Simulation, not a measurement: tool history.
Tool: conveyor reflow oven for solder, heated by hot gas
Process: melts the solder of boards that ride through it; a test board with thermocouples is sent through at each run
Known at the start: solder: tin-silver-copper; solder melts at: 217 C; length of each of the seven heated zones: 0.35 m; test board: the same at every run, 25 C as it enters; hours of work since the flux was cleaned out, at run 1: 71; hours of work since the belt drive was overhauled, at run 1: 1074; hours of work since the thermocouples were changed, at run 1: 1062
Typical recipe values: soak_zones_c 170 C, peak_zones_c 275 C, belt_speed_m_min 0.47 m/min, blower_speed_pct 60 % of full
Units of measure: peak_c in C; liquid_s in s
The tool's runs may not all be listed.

| run | hour | soak_zones_c | peak_zones_c | belt_speed_m_min | blower_speed_pct | hours of work since the flux was cleaned out | hours of work since the belt drive was overhauled | hours of work since the thermocouples were changed | peak_c | liquid_s |
|---|---|---|---|---|---|---|---|---|---|---|
| 1 | 0 | 170 | 275 | 0.47 | 60 | 71 | 1074 | 1062 | 256.6 | 68.4 |
| 2 | 17.7 | 170 | 275 | 0.47 | 60 | 84 | 1087 | 1074 | 256.4 | 68.1 |
| 3 | 44.4 | 170 | 275 | 0.47 | 60 | 104 | 1106 | 1094 | 256.1 | 68.4 |
| 4 | 63.6 | 170 | 275 | 0.47 | 60 | 118 | 1120 | 1108 | 256.3 | 68.3 |
| 5 | 83.4 | 170 | 275 | 0.457 | 60 | 132 | 1135 | 1123 | 257.7 | 71.1 |
| 6 | 112.1 | 170 | 275 | 0.457 | 60 | 153 | 1156 | 1144 | 257.2 | 70.9 |
| 7 | 138.4 | 170 | 275 | 0.457 | 60 | 173 | 1175 | 1163 | 257.2 | 71 |
| 8 | 165.8 | 170 | 275 | 0.457 | 60 | 193 | 1195 | 1183 | 257.6 | 71.2 |
| 9 | 194 | 170 | 275 | 0.457 | 60 | 214 | 1216 | 1204 | 257.2 | 71 |
|  | 220.3 | flux residue cleaned out of gas plates and filters |
| 10 | 229.9 | 170 | 275 | 0.47 | 60 | 7 | 1239 | 1227 | 256.4 | 68 |
| 11 | 256.7 | 170 | 275 | 0.532 | 60 | 27 | 1258 | 1246 | 251.8 | 55.7 |
| 12 | 284.5 | 170 | 275 | 0.532 | 60 | 47 | 1279 | 1267 | 252 | 55.8 |
| 13 | 320.7 | 170 | 275 | 0.532 | 60 | 74 | 1305 | 1293 | 251.8 | 55.9 |
| 14 | 362.3 | 170 | 275 | 0.532 | 60 | 104 | 1336 | 1324 | 251.7 | 55.7 |
| 15 | 388.7 | 170 | 276 | 0.532 | 60 | 124 | 1355 | 1343 | 252.9 | 56.4 |
| 16 | 408.3 | 170 | 276 | 0.532 | 60 | 138 | 1370 | 1358 | 252.8 | 56.5 |
| 17 | 436.5 | 170 | 276 | 0.532 | 60 | 159 | 1390 | 1378 | 252.7 | 56.6 |
| 18 | 457.4 | 170 | 276 | 0.532 | 60 | 174 | 1406 | 1394 | 252.6 | 56.3 |
| 19 | 485.5 | 182 | 275 | 0.47 | 63 | 195 | 1426 | 1414 | 260 | 75.9 |
| 20 | 516.3 | 182 | 268 | 0.47 | 70 | 217 | 1449 | 1437 | 255.6 | 73.6 |
|  | 536.3 | flux residue cleaned out of gas plates and filters |
|  | 547.3 | belt drive overhauled, speed set with a stopwatch |
| 21 | 558.8 | 182 | 283 | 0.551 | 70 | 14 | 8 | 1462 | 263.5 | 66.5 |
| 22 | 584.2 | 182 | 269 | 0.409 | 70 | 32 | 27 | 1480 | 259.7 | 88.6 |
|  | 604.4 | thermocouples of zones 6 and 7 changed |
| 23 | 627.7 | 182 | 269 | 0.409 | 70 | 63 | 58 | 17 | 259.8 | 88.8 |
| 24 | 655.2 | 182 | 269 | 0.409 | 70 | 83 | 78 | 37 | 260.1 | 88.8 |
| 25 | 675 | 182 | 269 | 0.409 | 70 | 97 | 92 | 52 | 260.2 | 88.8 |
| 26 | 697.3 | 166 | 284 | 0.47 | 60 | 114 | 109 | 68 | 263.7 | 71.7 |
| 27 | 733.2 | 170 | 271 | 0.532 | 59 | 140 | 135 | 95 | 247.7 | 52.6 |
| 28 | 751.6 | 177 | 288 | 0.419 | 60 | 154 | 148 | 108 | 273 | 91.4 |
| 29 | 786.9 | 156 | 275 | 0.47 | 65 | 180 | 174 | 134 | 256.2 | 63.4 |

Hidden condition of the tool, last listed run before each entry between runs versus first listed run after:
Runs 9 to 10: flux residue cleaned out of gas plates and filters (hour 220.3)
  heat that the gas passes to the board, % of a clean oven's: 99.9 -> 100
Runs 20 to 21: flux residue cleaned out of gas plates and filters (hour 536.3); belt drive overhauled, speed set with a stopwatch (hour 547.3)
  heat that the gas passes to the board, % of a clean oven's: 99.8 -> 100; belt's true speed, % of the reading: 99.93 -> 100
Runs 22 to 23: thermocouples of zones 6 and 7 changed (hour 604.4)
  heat that the gas passes to the board, % of a clean oven's: 100 -> 99.9; true gas temperature in zones 6 and 7 over the reading, C: -0.06 -> 0
